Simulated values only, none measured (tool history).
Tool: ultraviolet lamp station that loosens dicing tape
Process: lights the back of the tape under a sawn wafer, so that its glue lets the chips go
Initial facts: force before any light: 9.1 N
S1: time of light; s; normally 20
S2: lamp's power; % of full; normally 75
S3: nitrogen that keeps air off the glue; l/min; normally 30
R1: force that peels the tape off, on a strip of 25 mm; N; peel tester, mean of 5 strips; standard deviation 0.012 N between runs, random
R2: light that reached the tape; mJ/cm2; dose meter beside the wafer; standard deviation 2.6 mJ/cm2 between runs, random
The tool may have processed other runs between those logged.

run 1 hour=0 | S1=20 S2=75 S3=30 | R1=0.614 R2=305
run 2 hour=9.2 | S1=20 S2=75 S3=21 | R1=0.786 R2=300
run 3 hour=28 | S1=20 S2=75 S3=21 | R1=0.779 R2=296
run 4 hour=36.4 | S1=20 S2=75 S3=20 | R1=0.786 R2=299
run 5 hour=53.3 | S1=26 S2=75 S3=30 | R1=0.408 R2=384
run 6 hour=62.6 | S1=20 S2=75 S3=30 | R1=0.638 R2=294
run 7 hour=75.9 | S1=36 S2=75 S3=30 | R1=0.287 R2=529
run 8 hour=95.2 | S1=36 S2=75 S3=30 | R1=0.291 R2=525
run 9 hour=113 | S1=36 S2=75 S3=30 | R1=0.29 R2=522
run 10 hour=131 | S1=36 S2=75 S3=30 | R1=0.286 R2=519

Run 11 is up next; what results do you expect?
run 11 hour=147.4 | S1=36 S2=75 S3=30 | R1=? R2=?

Run 11 gave R1 0.295 N, R2 513 mJ/cm2.
Were there no unlogged condition in the tool, this run, its random variation unchanged, would have produced R1 0.271 N, R2 593 mJ/cm2.

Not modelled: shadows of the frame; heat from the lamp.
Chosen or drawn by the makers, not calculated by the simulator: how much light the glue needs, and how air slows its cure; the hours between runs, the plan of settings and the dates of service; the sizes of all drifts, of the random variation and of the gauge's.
